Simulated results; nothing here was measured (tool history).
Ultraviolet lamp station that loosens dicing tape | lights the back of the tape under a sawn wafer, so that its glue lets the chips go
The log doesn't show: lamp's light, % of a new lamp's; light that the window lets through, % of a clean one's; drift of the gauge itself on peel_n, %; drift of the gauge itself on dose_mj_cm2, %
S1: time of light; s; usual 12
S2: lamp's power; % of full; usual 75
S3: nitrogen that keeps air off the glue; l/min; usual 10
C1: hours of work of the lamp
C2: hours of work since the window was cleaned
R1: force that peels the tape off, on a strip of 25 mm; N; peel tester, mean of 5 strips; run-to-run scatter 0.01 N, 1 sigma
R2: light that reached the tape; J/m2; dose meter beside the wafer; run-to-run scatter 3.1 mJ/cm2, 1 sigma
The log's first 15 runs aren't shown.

run   hour  S1  S2  S3   C1   C2     R1    R2
 16  110.4  12  75  10  269   87   0.49  4530
 17  115.2  12  75  10  273   91  0.493  4550
 18  124.5  12  75  10  280   98  0.487  4570
 19  133.9  12  94  19  287  105  0.272  5690
 20  142.1  12  94  19  293  111  0.275  5630
 21  146.9  12  94  19  296  115  0.281  5650
 22  156.3  12  94   6  303  122  0.443  5580
 23  160.5  12  94   6  307  125  0.463  5610
 24  166.5   9  84   3  311  129  1.163  3740
 25  172.3   8  71   6  315  134   1.33  2800
     173.5  -- window cleaned of glue's vapour
 26    177   8  71   6  319    3  1.348  2690
 27  184.1   6  89   7  324    8  1.365  2540
     193.2  -- window cleaned of glue's vapour, once more
 28  194.2   8  75  10  331    1  0.975  3100
 29  199.6   8  66  10  335    5  1.121  2710
 30  209.5   8  66  10  343   12  1.141  2720
 31  214.8   8  66  10  347   16  1.164  2690
 32  223.6   8  76   3  353   23   1.45  3120
 33  228.6   8  76   3  357   26  1.462  3100
 34  234.9  10  62   7  362   31  1.058  3140
 35  242.1  11  62   6  367   37  0.986  3510
 36  249.4  11  62   6  372   42  0.981  3440

Predict each of these 3 candidate next runs independently; none follows another, all start after run 36:
  A  258.7  11  62   9  379  49   ?   ?
  B  258.7  17  86   6  379  49   ?   ?
  C  258.7  18  63   6  379  49   ?   ?

run     R1    R2
  A  0.814  3470
  B  0.257  7380
  C  0.408  5780
Without the tool's hidden state the same runs would have given:
run     R1    R2
  A  0.735  3700
  B  0.233  7860
  C  0.363  6160
